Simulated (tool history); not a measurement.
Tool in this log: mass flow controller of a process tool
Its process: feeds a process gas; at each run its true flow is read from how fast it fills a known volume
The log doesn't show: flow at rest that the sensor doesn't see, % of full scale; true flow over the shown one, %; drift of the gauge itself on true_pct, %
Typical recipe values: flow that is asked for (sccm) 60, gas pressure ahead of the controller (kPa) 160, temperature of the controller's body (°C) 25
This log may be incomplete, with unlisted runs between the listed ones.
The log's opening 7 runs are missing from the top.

run,hour,flow that is asked for (sccm),gas pressure ahead of the controller (kPa),temperature of the controller's body (°C),hours of work since the controller was set to zero,hours of work since the controller was changed,true flow (%)
8,1946.3,60,160,35,8047,8047,98.64
9,2300.3,60,160,35,8220,8220,98.8
10,2654.9,60,160,35,8393,8393,98.84
# hour 2831.7: controller's zero set anew
11,2875.2,60,160,35,21,8501,98.86
12,3104.3,60,160,31,133,8613,99.26
13,3274.9,60,160,25,217,8696,99.69
14,3479.6,60,160,25,317,8796,99.71
15,3847.5,73,160,25,497,8976,99.97
# hour 4067.1: gauge calibrated
16,4072.4,73,160,25,607,9086,98.93
17,4251.9,73,160,25,695,9174,98.82
18,4552.1,73,160,25,842,9321,98.87
19,4721,73,160,25,924,9404,98.98
20,5016.5,60,207,25,1069,9548,99.23
21,5302.1,60,152,25,1208,9688,98.99
22,5665.8,60,152,21,1386,9866,99.32
23,5837.2,60,160,25,1470,9950,99.18

Estimate the outcome of run 24 from the log above:
24,6105.6,60,161,25,1602,10081,?

{"run 24": {"true flow (%)": 99.19}}
Without the tool's hidden state the same run would have given true flow (%) 98.63.
